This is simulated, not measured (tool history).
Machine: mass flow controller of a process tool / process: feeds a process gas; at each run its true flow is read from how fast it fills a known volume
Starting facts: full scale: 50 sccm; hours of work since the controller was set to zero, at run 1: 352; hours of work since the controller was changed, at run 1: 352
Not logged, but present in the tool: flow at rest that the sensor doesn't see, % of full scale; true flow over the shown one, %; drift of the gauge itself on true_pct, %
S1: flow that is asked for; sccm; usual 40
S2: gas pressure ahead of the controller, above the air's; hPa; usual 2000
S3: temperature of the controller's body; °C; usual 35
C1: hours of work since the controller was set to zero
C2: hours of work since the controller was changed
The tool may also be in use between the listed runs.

{"run": 1, "hour": 0.0, "S1": 40, "S2": 2000, "S3": 35, "C1": 352, "C2": 352, "true flow (%)": 100.8}
{"run": 2, "hour": 217.2, "S1": 40, "S2": 2000, "S3": 34, "C1": 437, "C2": 437, "true flow (%)": 100.49}
{"run": 3, "hour": 448.1, "S1": 40, "S2": 2000, "S3": 34, "C1": 527, "C2": 527, "true flow (%)": 100.47}
{"run": 4, "hour": 680.1, "S1": 40, "S2": 2000, "S3": 34, "C1": 617, "C2": 617, "true flow (%)": 100.49}
{"run": 5, "hour": 831.0, "S1": 40, "S2": 2000, "S3": 34, "C1": 676, "C2": 676, "true flow (%)": 100.32}
{"run": 6, "hour": 942.9, "S1": 40, "S2": 2000, "S3": 34, "C1": 720, "C2": 720, "true flow (%)": 100.39}
{"run": 7, "hour": 1158.8, "S1": 40, "S2": 2000, "S3": 34, "C1": 804, "C2": 804, "true flow (%)": 100.28}
{"run": 8, "hour": 1334.8, "S1": 9, "S2": 2000, "S3": 35, "C1": 873, "C2": 873, "true flow (%)": 98.94}
{"run": 9, "hour": 1488.8, "S1": 9, "S2": 2070, "S3": 35, "C1": 933, "C2": 933, "true flow (%)": 98.77}
{"run": 10, "hour": 1645.6, "S1": 9, "S2": 2070, "S3": 35, "C1": 994, "C2": 994, "true flow (%)": 98.75}
{"run": 11, "hour": 1804.8, "S1": 9, "S2": 2070, "S3": 35, "C1": 1056, "C2": 1056, "true flow (%)": 98.57}
{"run": 12, "hour": 1918.2, "S1": 9, "S2": 2070, "S3": 35, "C1": 1100, "C2": 1100, "true flow (%)": 98.5}
{"run": 13, "hour": 2050.2, "S1": 49, "S2": 2000, "S3": 35, "C1": 1152, "C2": 1152, "true flow (%)": 100.62}
{"run": 14, "hour": 2203.7, "S1": 49, "S2": 2000, "S3": 35, "C1": 1212, "C2": 1212, "true flow (%)": 100.63}
{"run": 15, "hour": 2352.0, "S1": 40, "S2": 2000, "S3": 35, "C1": 1269, "C2": 1269, "true flow (%)": 100.16}
{"run": 16, "hour": 2598.6, "S1": 40, "S2": 2000, "S3": 35, "C1": 1366, "C2": 1366, "true flow (%)": 100.26}
{"run": 17, "hour": 2762.0, "S1": 40, "S2": 2520, "S3": 35, "C1": 1429, "C2": 1429, "true flow (%)": 100.08}
{"run": 18, "hour": 2946.4, "S1": 13, "S2": 2000, "S3": 35, "C1": 1501, "C2": 1501, "true flow (%)": 98.71}
{"run": 19, "hour": 3099.3, "S1": 13, "S2": 2000, "S3": 35, "C1": 1561, "C2": 1561, "true flow (%)": 98.87}
{"run": 20, "hour": 3234.4, "S1": 13, "S2": 2000, "S3": 35, "C1": 1614, "C2": 1614, "true flow (%)": 98.74}
{"run": 21, "hour": 3397.9, "S1": 13, "S2": 2000, "S3": 35, "C1": 1677, "C2": 1677, "true flow (%)": 98.57}
{"run": 22, "hour": 3584.8, "S1": 13, "S2": 2000, "S3": 35, "C1": 1750, "C2": 1750, "true flow (%)": 98.64}
{"run": 23, "hour": 3790.8, "S1": 8, "S2": 2000, "S3": 35, "C1": 1831, "C2": 1831, "true flow (%)": 97.56}
{"run": 24, "hour": 3915.5, "S1": 15, "S2": 2000, "S3": 35, "C1": 1879, "C2": 1879, "true flow (%)": 98.6}
{"run": 25, "hour": 4109.1, "S1": 17, "S2": 2000, "S3": 35, "C1": 1955, "C2": 1955, "true flow (%)": 98.86}
{"run": 26, "hour": 4259.7, "S1": 17, "S2": 2060, "S3": 20, "C1": 2013, "C2": 2013, "true flow (%)": 97.2}
{"run": 27, "hour": 4481.0, "S1": 26, "S2": 1410, "S3": 21, "C1": 2100, "C2": 2100, "true flow (%)": 98.01}
{"run": 28, "hour": 4684.6, "S1": 26, "S2": 1410, "S3": 21, "C1": 2179, "C2": 2179, "true flow (%)": 98.05}
{"run": 29, "hour": 4922.1, "S1": 26, "S2": 2140, "S3": 32, "C1": 2272, "C2": 2272, "true flow (%)": 98.86}

Forecast each of these 4 alternatives for the next run:
{"run": "A", "hour": 5136.3, "S1": 6, "S2": 2330, "S3": 23, "C1": 2355, "C2": 2355, "true flow (%)": "?"}
{"run": "B", "hour": 5136.3, "S1": 26, "S2": 2140, "S3": 32, "C1": 2355, "C2": 2355, "true flow (%)": "?"}
{"run": "C", "hour": 5136.3, "S1": 26, "S2": 1510, "S3": 20, "C1": 2355, "C2": 2355, "true flow (%)": "?"}
{"run": "D", "hour": 5136.3, "S1": 28, "S2": 1420, "S3": 22, "C1": 2355, "C2": 2355, "true flow (%)": "?"}

run=A true_flow_(%)=94.8
run=B true_flow_(%)=99
run=C true_flow_(%)=97.89
run=D true_flow_(%)=98.15
With no hidden state in the tool, these same runs would have given:
run=A true_flow_(%)=98.34
run=B true_flow_(%)=100.14
run=C true_flow_(%)=99.03
run=D true_flow_(%)=99.24
